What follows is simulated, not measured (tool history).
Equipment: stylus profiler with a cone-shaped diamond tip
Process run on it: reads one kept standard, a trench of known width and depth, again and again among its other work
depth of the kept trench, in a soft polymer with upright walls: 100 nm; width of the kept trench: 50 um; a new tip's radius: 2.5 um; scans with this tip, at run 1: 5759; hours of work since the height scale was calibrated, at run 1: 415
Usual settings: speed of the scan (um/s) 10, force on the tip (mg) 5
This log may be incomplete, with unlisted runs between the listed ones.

| run | hour | speed of the scan (um/s) | force on the tip (mg) | scans with this tip | hours of work since the height scale was calibrated | depth of the trench (Å) | width of the trench's floor (nm) |
|---|---|---|---|---|---|---|---|
| 1 | 0 | 10 | 5 | 5759 | 415 | 1022.6 | 48390 |
| 2 | 106.5 | 20 | 5 | 6747 | 487 | 1023.3 | 48300 |
| 3 | 180.9 | 20 | 5.45 | 7437 | 536 | 1024.5 | 48270 |
| 4 | 257.2 | 10 | 5 | 8146 | 587 | 1023.1 | 48270 |
| 5 | 340.5 | 10 | 5 | 8918 | 643 | 1023.1 | 48270 |
| 6 | 446.8 | 10 | 6.01 | 9905 | 714 | 1026.8 | 48190 |
| 7 | 518.7 | 10 | 6.01 | 10572 | 762 | 1026.9 | 48120 |
| 8 | 612.5 | 10 | 13.59 | 11441 | 825 | 1045.1 | 48140 |
| 9 | 704.5 | 10 | 13.59 | 12295 | 887 | 1045.2 | 48140 |
| 10 | 783.3 | 10 | 11.25 | 13026 | 939 | 1040.2 | 48120 |
| 11 | 882 | 10 | 11.25 | 13941 | 1005 | 1040.1 | 48120 |
| 12 | 979.4 | 3 | 5 | 14845 | 1071 | 1025.7 | 48120 |
| 13 | 1083.1 | 3 | 5 | 15808 | 1140 | 1025.6 | 48080 |
| 14 | 1157.6 | 3 | 5 | 16499 | 1190 | 1025.6 | 47990 |
| 15 | 1204.7 | 10 | 6.69 | 16935 | 1221 | 1030.6 | 48020 |
| 16 | 1294.6 | 10 | 6.69 | 17770 | 1281 | 1030.2 | 47990 |
| 17 | 1381.1 | 10 | 6.69 | 18572 | 1339 | 1030.6 | 47960 |
| 18 | 1478.1 | 11 | 6.4 | 19472 | 1404 | 1030.6 | 47920 |
| 19 | 1541.1 | 10 | 2.62 | 20056 | 1446 | 1018.4 | 47890 |
| 20 | 1605.6 | 6 | 11.86 | 20655 | 1489 | 1043 | 47920 |
| 21 | 1658.8 | 2 | 13.01 | 21148 | 1525 | 1046.6 | 47890 |
| 22 | 1719.6 | 2 | 13.01 | 21713 | 1566 | 1046.5 | 47930 |
| 23 | 1817.1 | 2 | 13.01 | 22617 | 1631 | 1045.9 | 47880 |
| 24 | 1863.7 | 6 | 2.9 | 23049 | 1662 | 1020.8 | 47830 |
| 25 | 1936.3 | 18 | 3.6 | 23723 | 1711 | 1023.4 | 47760 |
| 26 | 2042.3 | 18 | 3.6 | 24706 | 1782 | 1024 | 47730 |
| 27 | 2100.8 | 4 | 4.77 | 25249 | 1821 | 1027.5 | 47790 |
| 28 | 2198.6 | 5 | 4.44 | 26156 | 1886 | 1026.7 | 47790 |
|  | 2231.3 | height scale calibrated on a step standard |
| 29 | 2279.2 | 5 | 4.44 | 26899 | 32 | 1019.7 | 47760 |
| 30 | 2380.6 | 25 | 3.68 | 27840 | 100 | 1018.2 | 47700 |
| 31 | 2440 | 25 | 3.68 | 28391 | 140 | 1018.7 | 47660 |
| 32 | 2495.3 | 17 | 4.4 | 28904 | 177 | 1020.7 | 47670 |
| 33 | 2591 | 17 | 4.4 | 29792 | 241 | 1021.1 | 47610 |

Across each entry between runs, compare the hidden state at the last listed run before it with the hidden state at the first listed run after it:
In the gap between runs 28 and 29: height scale calibrated on a step standard (hour 2231.3)
  radius of the tip, um: 6.24 -> 6.35; height scale over the true one, %: 0.671 -> 0.063
  difference, measured minus the result without the unlogged condition, depth of the trench (Å): +6.9 -> +0.6; width of the trench's floor (nm): -820 -> -840

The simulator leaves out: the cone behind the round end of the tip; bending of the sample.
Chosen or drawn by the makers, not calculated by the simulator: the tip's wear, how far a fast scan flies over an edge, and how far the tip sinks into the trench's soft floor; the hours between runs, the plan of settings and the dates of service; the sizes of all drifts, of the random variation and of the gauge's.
